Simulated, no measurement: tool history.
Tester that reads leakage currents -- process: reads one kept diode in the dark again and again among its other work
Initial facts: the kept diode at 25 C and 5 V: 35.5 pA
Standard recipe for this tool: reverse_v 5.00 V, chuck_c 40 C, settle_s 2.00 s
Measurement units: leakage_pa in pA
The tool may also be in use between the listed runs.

run    hour  reverse_v  chuck_c  settle_s  leakage_pa
  1     0.0       5.00       40      2.00      133.51
  2    68.7       5.00       40      2.00      134.27
  3   179.6       5.00       40      2.94      133.96
  4   246.2       5.00       40      5.91      134.67
  5   328.1       5.00       40      5.91      135.53
  6   445.2       5.00       40      5.91      135.40
  7   572.2       5.00       40      5.91      137.95
      585.0  -- probe card cleaned and baked
  8   682.8       3.23       28      5.91       49.88
  9   754.1       5.42       40      3.52      148.99
 10   882.9       1.66       26      3.52       31.30
 11   959.9       1.86       37      5.62       74.31
 12  1021.4       1.86       37      5.62       75.02
     1049.0  -- probe card cleaned and baked, once more
 13  1079.7       4.03       28      2.94       44.85

4 options for the next run, each taken on its own from the tool as it stands now. Forecast them:
  A  1166.0       4.03       48      0.70           ?
  B  1166.0      19.03       28      2.94           ?
  C  1166.0       5.00       37      2.00           ?
  D  1166.0       3.00       31      2.94           ?

run  leakage_pa
  A      221.41
  B       84.34
  C      102.97
  D       51.49
The same runs, with their run-to-run variation unchanged, on a tool lacking any hidden condition would have given:
run  leakage_pa
  A      211.74
  B       79.22
  C       97.93
  D       48.83
